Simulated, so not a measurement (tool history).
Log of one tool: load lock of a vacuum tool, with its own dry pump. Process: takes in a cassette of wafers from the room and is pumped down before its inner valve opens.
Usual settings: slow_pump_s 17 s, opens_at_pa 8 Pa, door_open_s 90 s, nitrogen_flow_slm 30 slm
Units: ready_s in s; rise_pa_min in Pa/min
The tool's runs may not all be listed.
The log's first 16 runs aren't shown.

run      day  slow_pump_s  opens_at_pa  door_open_s  nitrogen_flow_slm  hours that the pump has run since its overhaul  times that the door has closed on its seal  incoming humidity of the room's air, %  ready_s  rise_pa_min
 17  183.879           17           12           90                 35                                            8167                                       24778                                    48.5     28.1        0.062
 18  197.708           17           12           90                 35                                            8499                                       25856                                    47.9     28.6        0.069
 19  211.362           17           12           90                 35                                            8827                                       26921                                    46.2     28.4        0.064
     213.954  -- door's seal changed, seat wiped
 20  220.358           17           11           90                 35                                            9041                                         500                                    44.5     28.5        0.060
 21  230.450           11           11           35                 15                                            9283                                        1287                                    44.7     23.7        0.055
 22  238.321           17            9           90                 18                                            9472                                        1901                                    47.3     28.8        0.083
 23  247.662           17            9           90                 18                                            9696                                        2629                                    41.2     28.8        0.066
 24  258.104           17           10           90                 18                                            9947                                        3444                                    44.1     28.9        0.081
 25  269.354           17           10          126                  5                                           10217                                        4321                                    47.6     28.7        0.130
 26  277.408           12            8          105                 30                                           10410                                        4949                                    46.6     25.0        0.073
 27  292.817           17           11           89                 30                                           10780                                        6151                                    44.7     28.2        0.062
 28  300.450           17           11          184                 16                                           10963                                        6746                                    42.0     27.3        0.112
 29  315.400           13           11          184                 36                                           11322                                        7912                                    46.9     24.7        0.088
 30  322.371           17            8          181                  6                                           11489                                        8456                                    45.0     28.9        0.146
 31  334.988           17            8          181                  6                                           11792                                        9440                                    41.7     28.4        0.131
 32  347.125           28            7           63                 36                                           12084                                       10387                                    41.5     38.2        0.047
 33  355.425           28            7           63                 36                                           12283                                       11034                                    44.3     38.1        0.050
 34  370.608           28            7           63                 36                                           12647                                       12218                                    49.2     39.1        0.050
 35  385.208           31            7          145                 36                                           12998                                       13357                                    46.9     40.0        0.083
 36  398.988           17           11           31                 30                                           13328                                       14431                                    46.6     28.2        0.044
 37  409.950           17            8           71                 17                                           13591                                       15286                                    44.4     29.0        0.072
 38  419.588           17           11           71                  8                                           13823                                       16038                                    41.2     28.7        0.082

3 ways to go on from here, each from the tool as it stands after run 38. What would each give?
  A  434.529           12            8           38                 30                                           14181                                       17203                                    44.9        ?            ?
  B  434.529           17           11           65                  6                                           14181                                       17203                                    45.7        ?            ?
  C  434.529           29            7           71                  6                                           14181                                       17203                                    47.5        ?            ?

run  ready_s  rise_pa_min
  A     25.3        0.046
  B     28.9        0.097
  C     39.6        0.093
Without the tool's hidden state the same runs would have given:
run  ready_s  rise_pa_min
  A     25.3        0.045
  B     28.8        0.096
  C     39.6        0.091

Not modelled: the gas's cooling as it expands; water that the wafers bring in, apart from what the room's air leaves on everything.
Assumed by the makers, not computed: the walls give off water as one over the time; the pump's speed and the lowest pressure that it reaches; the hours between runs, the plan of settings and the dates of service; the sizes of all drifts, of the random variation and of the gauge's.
